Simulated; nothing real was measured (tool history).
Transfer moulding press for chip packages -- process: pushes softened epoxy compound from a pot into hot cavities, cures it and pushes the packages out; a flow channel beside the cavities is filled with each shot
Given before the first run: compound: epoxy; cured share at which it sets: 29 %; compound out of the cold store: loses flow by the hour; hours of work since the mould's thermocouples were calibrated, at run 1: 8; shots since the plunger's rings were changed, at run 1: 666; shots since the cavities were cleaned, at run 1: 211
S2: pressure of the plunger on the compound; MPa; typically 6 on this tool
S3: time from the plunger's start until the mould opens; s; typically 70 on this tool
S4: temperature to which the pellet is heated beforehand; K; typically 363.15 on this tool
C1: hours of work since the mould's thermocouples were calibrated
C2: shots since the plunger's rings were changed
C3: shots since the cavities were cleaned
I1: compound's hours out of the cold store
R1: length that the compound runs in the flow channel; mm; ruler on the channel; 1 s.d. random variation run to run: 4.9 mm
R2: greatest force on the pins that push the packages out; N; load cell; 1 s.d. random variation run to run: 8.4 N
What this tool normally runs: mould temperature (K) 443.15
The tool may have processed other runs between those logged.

{"run": 1, "hour": 0.0, "mould temperature (K)": 443.15, "S2": 6, "S3": 70, "S4": 363.15, "C1": 8, "C2": 666, "C3": 211, "I1": 18.5, "R1": 951, "R2": 447}
{"run": 2, "hour": 8.1, "mould temperature (K)": 443.15, "S2": 6, "S3": 70, "S4": 363.15, "C1": 12, "C2": 756, "C3": 301, "I1": 8.5, "R1": 981, "R2": 456}
{"run": 3, "hour": 21.0, "mould temperature (K)": 443.15, "S2": 6, "S3": 70, "S4": 363.15, "C1": 17, "C2": 901, "C3": 446, "I1": 12, "R1": 965, "R2": 481}
{"run": 4, "hour": 29.0, "mould temperature (K)": 443.15, "S2": 6, "S3": 70, "S4": 363.15, "C1": 21, "C2": 990, "C3": 535, "I1": 31.6, "R1": 912, "R2": 463}
{"run": 5, "hour": 43.4, "mould temperature (K)": 443.15, "S2": 6, "S3": 70, "S4": 355.15, "C1": 27, "C2": 1151, "C3": 696, "I1": 30.7, "R1": 915, "R2": 512}
{"run": 6, "hour": 51.0, "mould temperature (K)": 443.15, "S2": 6, "S3": 70, "S4": 363.15, "C1": 30, "C2": 1237, "C3": 782, "I1": 10.9, "R1": 967, "R2": 516}
{"hour": 53.9, "done": "cavities cleaned with cleaning compound and waxed"}
{"run": 7, "hour": 60.8, "mould temperature (K)": 443.15, "S2": 6, "S3": 70, "S4": 360.15, "C1": 34, "C2": 1329, "C3": 77, "I1": 21.1, "R1": 940, "R2": 394}
{"run": 8, "hour": 67.1, "mould temperature (K)": 443.15, "S2": 6, "S3": 70, "S4": 360.15, "C1": 36, "C2": 1400, "C3": 148, "I1": 24, "R1": 937, "R2": 420}
{"run": 9, "hour": 77.9, "mould temperature (K)": 443.15, "S2": 5.66, "S3": 70, "S4": 360.15, "C1": 41, "C2": 1521, "C3": 269, "I1": 23.1, "R1": 909, "R2": 450}
{"run": 10, "hour": 87.6, "mould temperature (K)": 443.15, "S2": 6, "S3": 70, "S4": 363.15, "C1": 45, "C2": 1630, "C3": 378, "I1": 44.4, "R1": 885, "R2": 450}
{"run": 11, "hour": 101.3, "mould temperature (K)": 443.15, "S2": 6, "S3": 70, "S4": 363.15, "C1": 51, "C2": 1783, "C3": 531, "I1": 31.7, "R1": 914, "R2": 469}
{"run": 12, "hour": 114.5, "mould temperature (K)": 443.15, "S2": 6, "S3": 70, "S4": 363.15, "C1": 57, "C2": 1931, "C3": 679, "I1": 22.2, "R1": 927, "R2": 504}
{"run": 13, "hour": 121.3, "mould temperature (K)": 443.15, "S2": 6, "S3": 70, "S4": 363.15, "C1": 60, "C2": 2006, "C3": 754, "I1": 31.8, "R1": 910, "R2": 516}
{"hour": 127.5, "done": "cavities cleaned with cleaning compound and waxed"}
{"run": 14, "hour": 130.8, "mould temperature (K)": 443.15, "S2": 6, "S3": 70, "S4": 363.15, "C1": 63, "C2": 2097, "C3": 38, "I1": 34.8, "R1": 903, "R2": 376}
{"run": 15, "hour": 137.3, "mould temperature (K)": 443.15, "S2": 6.12, "S3": 70, "S4": 363.15, "C1": 66, "C2": 2169, "C3": 110, "I1": 32.8, "R1": 910, "R2": 405}
{"run": 16, "hour": 144.7, "mould temperature (K)": 438.15, "S2": 7.04, "S3": 70, "S4": 363.15, "C1": 69, "C2": 2252, "C3": 193, "I1": 46.2, "R1": 965, "R2": 542}
{"run": 17, "hour": 154.3, "mould temperature (K)": 443.15, "S2": 4.55, "S3": 76, "S4": 364.15, "C1": 73, "C2": 2359, "C3": 300, "I1": 19.5, "R1": 814, "R2": 409}
{"run": 18, "hour": 165.9, "mould temperature (K)": 443.15, "S2": 6, "S3": 70, "S4": 363.15, "C1": 78, "C2": 2489, "C3": 430, "I1": 20.5, "R1": 927, "R2": 467}
{"run": 19, "hour": 175.8, "mould temperature (K)": 443.15, "S2": 6, "S3": 96, "S4": 363.15, "C1": 83, "C2": 2600, "C3": 541, "I1": 22.1, "R1": 935, "R2": 392}
{"run": 20, "hour": 181.7, "mould temperature (K)": 443.15, "S2": 6.6, "S3": 70, "S4": 363.15, "C1": 85, "C2": 2666, "C3": 607, "I1": 31.7, "R1": 938, "R2": 492}
{"run": 21, "hour": 190.7, "mould temperature (K)": 451.15, "S2": 6.5, "S3": 104, "S4": 370.15, "C1": 89, "C2": 2767, "C3": 708, "I1": 35.2, "R1": 908, "R2": 399}
{"hour": 200.2, "done": "cavities cleaned with cleaning compound and waxed"}
{"run": 22, "hour": 201.9, "mould temperature (K)": 449.15, "S2": 6, "S3": 65, "S4": 363.15, "C1": 93, "C2": 2876, "C3": 20, "I1": 17.1, "R1": 917, "R2": 344}
{"run": 23, "hour": 215.2, "mould temperature (K)": 449.15, "S2": 6, "S3": 65, "S4": 363.15, "C1": 99, "C2": 3024, "C3": 168, "I1": 20, "R1": 911, "R2": 378}
{"run": 24, "hour": 222.3, "mould temperature (K)": 443.15, "S2": 5.6, "S3": 54, "S4": 369.15, "C1": 102, "C2": 3103, "C3": 247, "I1": 43.5, "R1": 837, "R2": 706}
{"run": 25, "hour": 236.6, "mould temperature (K)": 443.15, "S2": 6.95, "S3": 54, "S4": 361.15, "C1": 108, "C2": 3263, "C3": 407, "I1": 27.7, "R1": 972, "R2": 815}
{"run": 26, "hour": 246.4, "mould temperature (K)": 438.15, "S2": 6.95, "S3": 54, "S4": 353.15, "C1": 112, "C2": 3373, "C3": 517, "I1": 32.1, "R1": 972, "R2": 1249}
{"run": 27, "hour": 255.5, "mould temperature (K)": 438.15, "S2": 5.53, "S3": 94, "S4": 368.15, "C1": 116, "C2": 3475, "C3": 619, "I1": 35.8, "R1": 860, "R2": 450}
{"run": 28, "hour": 265.9, "mould temperature (K)": 446.15, "S2": 6, "S3": 70, "S4": 363.15, "C1": 121, "C2": 3591, "C3": 735, "I1": 32.2, "R1": 881, "R2": 452}
{"hour": 273.3, "done": "cavities cleaned with cleaning compound and waxed"}
{"run": 29, "hour": 275.0, "mould temperature (K)": 443.15, "S2": 4.74, "S3": 86, "S4": 363.15, "C1": 124, "C2": 3676, "C3": 19, "I1": 39.4, "R1": 781, "R2": 330}

Alternative continuations, all from the tool just after run 29; predict every row:
{"run": "A", "hour": 283.3, "mould temperature (K)": 443.15, "S2": 4.89, "S3": 86, "S4": 359.15, "C1": 128, "C2": 3769, "C3": 112, "I1": 14.7, "R1": "?", "R2": "?"}
{"run": "B", "hour": 283.3, "mould temperature (K)": 447.15, "S2": 4.74, "S3": 74, "S4": 363.15, "C1": 128, "C2": 3769, "C3": 112, "I1": 42.2, "R1": "?", "R2": "?"}
{"run": "C", "hour": 283.3, "mould temperature (K)": 451.15, "S2": 4.55, "S3": 70, "S4": 373.15, "C1": 128, "C2": 3769, "C3": 112, "I1": 40.6, "R1": "?", "R2": "?"}

run=A R1=839 R2=347
run=B R1=754 R2=349
run=C R1=741 R2=346
The same runs, with their run-to-run variation unchanged, on a tool lacking any hidden condition would have given:
run=A R1=877 R2=313
run=B R1=788 R2=313
run=C R1=774 R2=311
